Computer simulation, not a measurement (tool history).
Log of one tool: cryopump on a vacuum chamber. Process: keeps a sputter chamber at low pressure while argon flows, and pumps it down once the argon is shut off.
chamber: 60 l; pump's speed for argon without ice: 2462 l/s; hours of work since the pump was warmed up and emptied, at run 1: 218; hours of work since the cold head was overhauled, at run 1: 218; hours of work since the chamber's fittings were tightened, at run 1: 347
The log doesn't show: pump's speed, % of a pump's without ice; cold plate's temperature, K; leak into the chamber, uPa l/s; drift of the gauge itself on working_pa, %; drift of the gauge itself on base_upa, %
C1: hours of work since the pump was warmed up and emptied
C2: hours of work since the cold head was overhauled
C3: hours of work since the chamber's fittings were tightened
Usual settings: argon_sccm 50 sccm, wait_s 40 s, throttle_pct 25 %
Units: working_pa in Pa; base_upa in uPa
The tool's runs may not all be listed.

{"run": 1, "hour": 0.0, "argon_sccm": 50, "wait_s": 40, "throttle_pct": 25, "C1": 218, "C2": 218, "C3": 347, "working_pa": 0.1416, "base_upa": 0.64}
{"run": 2, "hour": 46.6, "argon_sccm": 50, "wait_s": 40, "throttle_pct": 25, "C1": 240, "C2": 240, "C3": 368, "working_pa": 0.1435, "base_upa": 0.59}
{"run": 3, "hour": 80.2, "argon_sccm": 50, "wait_s": 22, "throttle_pct": 25, "C1": 255, "C2": 255, "C3": 384, "working_pa": 0.1435, "base_upa": 0.85}
{"run": 4, "hour": 110.9, "argon_sccm": 50, "wait_s": 22, "throttle_pct": 25, "C1": 270, "C2": 270, "C3": 399, "working_pa": 0.1435, "base_upa": 0.9}
{"run": 5, "hour": 150.3, "argon_sccm": 50, "wait_s": 40, "throttle_pct": 25, "C1": 288, "C2": 288, "C3": 417, "working_pa": 0.1451, "base_upa": 0.61}
{"run": 6, "hour": 187.1, "argon_sccm": 50, "wait_s": 40, "throttle_pct": 25, "C1": 305, "C2": 305, "C3": 434, "working_pa": 0.1447, "base_upa": 0.67}
{"run": 7, "hour": 236.4, "argon_sccm": 50, "wait_s": 40, "throttle_pct": 25, "C1": 328, "C2": 328, "C3": 457, "working_pa": 0.1457, "base_upa": 0.66}
{"run": 8, "hour": 264.0, "argon_sccm": 50, "wait_s": 40, "throttle_pct": 25, "C1": 341, "C2": 341, "C3": 470, "working_pa": 0.1466, "base_upa": 0.66}
{"run": 9, "hour": 305.8, "argon_sccm": 50, "wait_s": 40, "throttle_pct": 25, "C1": 361, "C2": 361, "C3": 490, "working_pa": 0.1472, "base_upa": 0.69}
{"run": 10, "hour": 351.7, "argon_sccm": 50, "wait_s": 40, "throttle_pct": 25, "C1": 382, "C2": 382, "C3": 511, "working_pa": 0.1466, "base_upa": 0.63}
{"run": 11, "hour": 400.6, "argon_sccm": 50, "wait_s": 40, "throttle_pct": 25, "C1": 405, "C2": 405, "C3": 534, "working_pa": 0.1491, "base_upa": 0.73}
{"run": 12, "hour": 445.6, "argon_sccm": 50, "wait_s": 40, "throttle_pct": 25, "C1": 426, "C2": 426, "C3": 555, "working_pa": 0.1485, "base_upa": 0.72}
{"run": 13, "hour": 495.5, "argon_sccm": 50, "wait_s": 40, "throttle_pct": 25, "C1": 450, "C2": 450, "C3": 578, "working_pa": 0.1502, "base_upa": 0.72}
{"run": 14, "hour": 519.2, "argon_sccm": 50, "wait_s": 40, "throttle_pct": 25, "C1": 461, "C2": 461, "C3": 590, "working_pa": 0.1508, "base_upa": 0.72}
{"run": 15, "hour": 548.5, "argon_sccm": 50, "wait_s": 40, "throttle_pct": 25, "C1": 474, "C2": 474, "C3": 603, "working_pa": 0.1529, "base_upa": 0.75}
{"run": 16, "hour": 583.7, "argon_sccm": 50, "wait_s": 167, "throttle_pct": 25, "C1": 491, "C2": 491, "C3": 620, "working_pa": 0.1517, "base_upa": 0.54}
{"run": 17, "hour": 612.7, "argon_sccm": 50, "wait_s": 167, "throttle_pct": 25, "C1": 504, "C2": 504, "C3": 633, "working_pa": 0.1525, "base_upa": 0.51}
{"run": 18, "hour": 648.3, "argon_sccm": 50, "wait_s": 167, "throttle_pct": 25, "C1": 521, "C2": 521, "C3": 650, "working_pa": 0.1542, "base_upa": 0.54}
{"run": 19, "hour": 699.9, "argon_sccm": 40, "wait_s": 40, "throttle_pct": 25, "C1": 545, "C2": 545, "C3": 674, "working_pa": 0.1223, "base_upa": 0.81}
{"hour": 716.4, "done": "pump warmed up, emptied and cooled again"}
{"run": 20, "hour": 756.4, "argon_sccm": 61, "wait_s": 74, "throttle_pct": 46, "C1": 19, "C2": 569, "C3": 698, "working_pa": 0.0915, "base_upa": 0.52}
{"run": 21, "hour": 785.7, "argon_sccm": 92, "wait_s": 246, "throttle_pct": 20, "C1": 32, "C2": 583, "C3": 712, "working_pa": 0.3169, "base_upa": 0.42}
{"run": 22, "hour": 835.1, "argon_sccm": 50, "wait_s": 25, "throttle_pct": 30, "C1": 56, "C2": 606, "C3": 735, "working_pa": 0.1152, "base_upa": 0.88}
{"run": 23, "hour": 878.2, "argon_sccm": 47, "wait_s": 190, "throttle_pct": 18, "C1": 76, "C2": 626, "C3": 755, "working_pa": 0.1791, "base_upa": 0.44}
{"run": 24, "hour": 899.6, "argon_sccm": 47, "wait_s": 190, "throttle_pct": 18, "C1": 86, "C2": 636, "C3": 765, "working_pa": 0.1811, "base_upa": 0.43}
{"run": 25, "hour": 932.1, "argon_sccm": 47, "wait_s": 190, "throttle_pct": 18, "C1": 101, "C2": 652, "C3": 780, "working_pa": 0.1812, "base_upa": 0.44}
{"run": 26, "hour": 974.3, "argon_sccm": 27, "wait_s": 162, "throttle_pct": 25, "C1": 121, "C2": 671, "C3": 800, "working_pa": 0.0753, "base_upa": 0.44}
{"run": 27, "hour": 1017.9, "argon_sccm": 27, "wait_s": 162, "throttle_pct": 25, "C1": 141, "C2": 692, "C3": 820, "working_pa": 0.0755, "base_upa": 0.5}
{"run": 28, "hour": 1048.1, "argon_sccm": 27, "wait_s": 162, "throttle_pct": 25, "C1": 155, "C2": 706, "C3": 835, "working_pa": 0.0754, "base_upa": 0.51}
{"run": 29, "hour": 1097.2, "argon_sccm": 27, "wait_s": 129, "throttle_pct": 37, "C1": 178, "C2": 729, "C3": 858, "working_pa": 0.0525, "base_upa": 0.51}
{"run": 30, "hour": 1141.2, "argon_sccm": 49, "wait_s": 111, "throttle_pct": 20, "C1": 199, "C2": 749, "C3": 878, "working_pa": 0.173, "base_upa": 0.56}
{"run": 31, "hour": 1165.0, "argon_sccm": 49, "wait_s": 111, "throttle_pct": 20, "C1": 210, "C2": 760, "C3": 889, "working_pa": 0.1732, "base_upa": 0.57}
{"run": 32, "hour": 1205.9, "argon_sccm": 40, "wait_s": 125, "throttle_pct": 29, "C1": 229, "C2": 780, "C3": 908, "working_pa": 0.0997, "base_upa": 0.53}
{"run": 33, "hour": 1251.1, "argon_sccm": 81, "wait_s": 125, "throttle_pct": 32, "C1": 250, "C2": 801, "C3": 930, "working_pa": 0.1845, "base_upa": 0.61}

The same runs without the tool's hidden state, with the same run-to-run variation:
run=1 working_pa=0.1362 base_upa=0.50
run=2 working_pa=0.1375 base_upa=0.44
run=3 working_pa=0.1372 base_upa=0.70
run=4 working_pa=0.1368 base_upa=0.74
run=5 working_pa=0.1378 base_upa=0.44
run=6 working_pa=0.1369 base_upa=0.49
run=7 working_pa=0.1371 base_upa=0.47
run=8 working_pa=0.1376 base_upa=0.46
run=9 working_pa=0.1376 base_upa=0.47
run=10 working_pa=0.1362 base_upa=0.41
run=11 working_pa=0.1379 base_upa=0.48
run=12 working_pa=0.1366 base_upa=0.46
run=13 working_pa=0.1374 base_upa=0.44
run=14 working_pa=0.1375 base_upa=0.44
run=15 working_pa=0.1390 base_upa=0.47
run=16 working_pa=0.1374 base_upa=0.24
run=17 working_pa=0.1376 base_upa=0.20
run=18 working_pa=0.1385 base_upa=0.21
run=19 working_pa=0.1092 base_upa=0.46
run=20 working_pa=0.0906 base_upa=0.31
run=21 working_pa=0.3150 base_upa=0.20
run=22 working_pa=0.1137 base_upa=0.65
run=23 working_pa=0.1772 base_upa=0.21
run=24 working_pa=0.1790 base_upa=0.19
run=25 working_pa=0.1788 base_upa=0.19
run=26 working_pa=0.0736 base_upa=0.19
run=27 working_pa=0.0737 base_upa=0.23
run=28 working_pa=0.0734 base_upa=0.23
run=29 working_pa=0.0502 base_upa=0.22
run=30 working_pa=0.1682 base_upa=0.26
run=31 working_pa=0.1681 base_upa=0.27
run=32 working_pa=0.0951 base_upa=0.20
run=33 working_pa=0.1743 base_upa=0.27

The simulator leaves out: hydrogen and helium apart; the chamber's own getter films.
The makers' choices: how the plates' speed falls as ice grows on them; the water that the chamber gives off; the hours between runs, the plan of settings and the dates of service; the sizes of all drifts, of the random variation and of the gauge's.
